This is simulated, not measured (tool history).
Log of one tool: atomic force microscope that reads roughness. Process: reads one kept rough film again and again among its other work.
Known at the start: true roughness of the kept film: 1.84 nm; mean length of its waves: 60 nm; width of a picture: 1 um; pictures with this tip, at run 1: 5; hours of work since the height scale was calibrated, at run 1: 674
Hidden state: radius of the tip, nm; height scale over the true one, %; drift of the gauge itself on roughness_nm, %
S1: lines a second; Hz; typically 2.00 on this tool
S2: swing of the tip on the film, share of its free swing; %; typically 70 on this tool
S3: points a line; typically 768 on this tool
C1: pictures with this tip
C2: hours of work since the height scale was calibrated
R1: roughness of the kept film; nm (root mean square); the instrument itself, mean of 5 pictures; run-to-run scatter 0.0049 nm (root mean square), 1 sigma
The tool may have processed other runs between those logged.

run   hour    S1  S2   S3  C1   C2     R1
  1    0.0  2.00  70  768   5  674  1.713
  2   23.4  2.00  70  768  31  689  1.677
  3   40.6  2.00  70  768  51  700  1.652
  4   54.7  2.00  70  768  67  709  1.627
      59.3  -- new tip fitted
  5   82.3  2.00  70  768  26  727  1.677
  6   99.9  2.00  70  768  46  738  1.656
  7  111.6  0.92  70  768  60  745  1.699
     123.5  -- new tip fitted
  8  130.5  0.92  70  768   7  757  1.760
  9  157.3  0.92  70  481  38  774  1.720
 10  175.1  2.00  70  344  58  786  1.633
     187.4  -- new tip fitted
 11  195.6  2.00  70  344   9  799  1.708
 12  207.9  2.00  70  596  23  807  1.691
 13  233.0  2.00  70  768  52  823  1.648
 14  247.8  2.00  70  768  69  832  1.645
     252.8  -- new tip fitted
 15  263.5  1.65  62  472  12  842  1.759
 16  283.3  2.00  62  489  35  855  1.710
 17  310.9  2.00  82  476  66  872  1.559
     317.5  -- new tip fitted
 18  335.0  3.24  81  476  20  888  1.517
 19  349.6  0.79  58  640  37  897  1.751
 20  369.4  2.29  66  805  59  910  1.652
     381.3  -- new tip fitted
 21  393.9  0.63  72  646  15  925  1.763
 22  420.9  3.50  77  374  46  942  1.514
 23  436.4  3.50  77  374  63  952  1.492
     444.7  -- new tip fitted
 24  456.3  2.00  59  768  13  965  1.758
 25  478.9  0.51  70  768  39  979  1.753

Run 26 comes next. What will it give?
 26  505.5  1.03  60  293  69  996   ?

For run 26 the tool returned R1 1.703 nm (root mean square).
With no hidden state in the tool, this same run would have given R1 1.774 nm (root mean square).
